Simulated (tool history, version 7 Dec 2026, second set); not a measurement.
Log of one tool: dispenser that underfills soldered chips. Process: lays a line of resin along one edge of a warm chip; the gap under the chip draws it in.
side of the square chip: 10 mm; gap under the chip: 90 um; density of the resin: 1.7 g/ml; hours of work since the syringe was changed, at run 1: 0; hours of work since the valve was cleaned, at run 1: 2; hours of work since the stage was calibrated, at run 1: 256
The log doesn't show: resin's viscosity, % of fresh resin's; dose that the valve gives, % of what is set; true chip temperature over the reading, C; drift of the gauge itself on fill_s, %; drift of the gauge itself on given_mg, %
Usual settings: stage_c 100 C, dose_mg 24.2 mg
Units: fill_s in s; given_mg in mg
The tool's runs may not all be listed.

| run | day | stage_c | dose_mg | hours of work since the syringe was changed | hours of work since the valve was cleaned | hours of work since the stage was calibrated | fill_s | given_mg |
|---|---|---|---|---|---|---|---|---|
| 1 | 0 | 100 | 24.2 | 0 | 2 | 256 | 14.6 | 24.19 |
| 2 | 0.392 | 98 | 24.2 | 7 | 8 | 263 | 22.5 | 24.08 |
|  | 0.438 | new syringe of resin |
|  | 0.879 | new syringe of resin |
| 3 | 1.029 | 98 | 24.2 | 3 | 19 | 273 | 18 | 23.98 |
|  | 1.35 | new syringe of resin |
| 4 | 1.45 | 98 | 27.8 | 2 | 26 | 280 | 16.6 | 27.42 |
|  | 1.804 | new syringe of resin |
| 5 | 1.817 | 112 | 24.2 | 0 | 33 | 287 | 9.6 | 23.78 |
|  | 2.292 | new syringe of resin |
| 6 | 2.446 | 93 | 24.2 | 3 | 43 | 298 | 22.5 | 23.66 |
|  | 2.596 | dispensing valve cleaned and set on the balance |
|  | 2.771 | new syringe of resin |
| 7 | 3.096 | 93 | 24.2 | 6 | 9 | 308 | 25.8 | 24.13 |
|  | 3.238 | new syringe of resin |
| 8 | 3.408 | 100 | 24.2 | 3 | 14 | 313 | 16.2 | 24.05 |
|  | 3.717 | new syringe of resin |
| 9 | 3.838 | 100 | 24.2 | 2 | 21 | 321 | 16.3 | 23.92 |
|  | 4.162 | new syringe of resin |
| 10 | 4.375 | 100 | 24.2 | 4 | 30 | 330 | 17.7 | 23.79 |
|  | 4.642 | new syringe of resin |
| 11 | 4.975 | 100 | 24.2 | 6 | 41 | 340 | 18.4 | 23.64 |
|  | 5.083 | new syringe of resin |
|  | 5.271 | dispensing valve cleaned and set on the balance |
|  | 5.583 | new syringe of resin |
| 12 | 5.7 | 100 | 24.2 | 2 | 7 | 352 | 15.6 | 24.07 |
|  | 6.038 | new syringe of resin |
| 13 | 6.179 | 100 | 24.2 | 2 | 15 | 360 | 15.9 | 23.93 |
|  | 6.496 | new syringe of resin |
| 14 | 6.7 | 106 | 31.1 | 4 | 24 | 369 | 13.3 | 30.68 |
|  | 6.967 | new syringe of resin |
| 15 | 7.083 | 97 | 24.5 | 2 | 31 | 375 | 17.6 | 24.16 |
|  | 7.442 | new syringe of resin |
| 16 | 7.733 | 88 | 25.5 | 5 | 42 | 386 | 29.6 | 24.97 |
|  | 7.912 | new syringe of resin |
|  | 7.954 | dispensing valve cleaned and set on the balance |
| 17 | 8.079 | 100 | 24 | 2 | 2 | 391 | 16.3 | 24.05 |
|  | 8.412 | new syringe of resin |
| 18 | 8.729 | 109 | 27 | 6 | 13 | 403 | 13.5 | 26.86 |
|  | 8.85 | new syringe of resin |
| 19 | 9.104 | 87 | 23.5 | 4 | 20 | 409 | 29.2 | 23.28 |
|  | 9.329 | new syringe of resin |
| 20 | 9.75 | 87 | 23.5 | 7 | 31 | 420 | 34.7 | 23.15 |
|  | 9.808 | new syringe of resin |
| 21 | 10.2 | 87 | 23.5 | 7 | 38 | 428 | 32.6 | 23.09 |
|  | 10.246 | new syringe of resin |
|  | 10.612 | dispensing valve cleaned and set on the balance |
| 22 | 10.642 | 87 | 23.5 | 6 | 1 | 435 | 32.3 | 23.49 |
|  | 10.742 | new syringe of resin |
|  | 11.217 | new syringe of resin |
| 23 | 11.25 | 87 | 23.5 | 1 | 11 | 445 | 24.1 | 23.37 |
|  | 11.654 | new syringe of resin |
| 24 | 11.688 | 87 | 23.5 | 1 | 18 | 452 | 24.5 | 23.26 |
|  | 12.121 | new syringe of resin |
| 25 | 12.146 | 114 | 21.9 | 0 | 26 | 460 | 9.4 | 21.58 |
| 26 | 12.504 | 109 | 30.4 | 7 | 32 | 466 | 13.3 | 29.88 |

5 ways to go on from here, each from the tool as it stands after run 26. What would each give?
|  | 12.562 | new syringe of resin |
| A | 12.817 | 85 | 30.4 | 4 | 38 | 472 | ? | ? |
|  | 12.562 | new syringe of resin |
| B | 12.817 | 112 | 29.2 | 4 | 38 | 472 | ? | ? |
|  | 12.562 | new syringe of resin |
| C | 12.817 | 98 | 31.3 | 4 | 38 | 472 | ? | ? |
|  | 12.562 | new syringe of resin |
| D | 12.817 | 100 | 24.4 | 4 | 38 | 472 | ? | ? |
|  | 12.562 | new syringe of resin |
| E | 12.817 | 109 | 22.1 | 4 | 38 | 472 | ? | ? |

| run | fill_s | given_mg |
|---|---|---|
| A | 30.9 | 29.77 |
| B | 10.9 | 28.62 |
| C | 18.3 | 30.67 |
| D | 17.4 | 23.86 |
| E | 12.6 | 21.66 |
Without the tool's hidden state the same runs would have given:
| run | fill_s | given_mg |
|---|---|---|
| A | 28.5 | 30.39 |
| B | 9.9 | 29.22 |
| C | 16.7 | 31.31 |
| D | 15.9 | 24.36 |
| E | 11.4 | 22.11 |

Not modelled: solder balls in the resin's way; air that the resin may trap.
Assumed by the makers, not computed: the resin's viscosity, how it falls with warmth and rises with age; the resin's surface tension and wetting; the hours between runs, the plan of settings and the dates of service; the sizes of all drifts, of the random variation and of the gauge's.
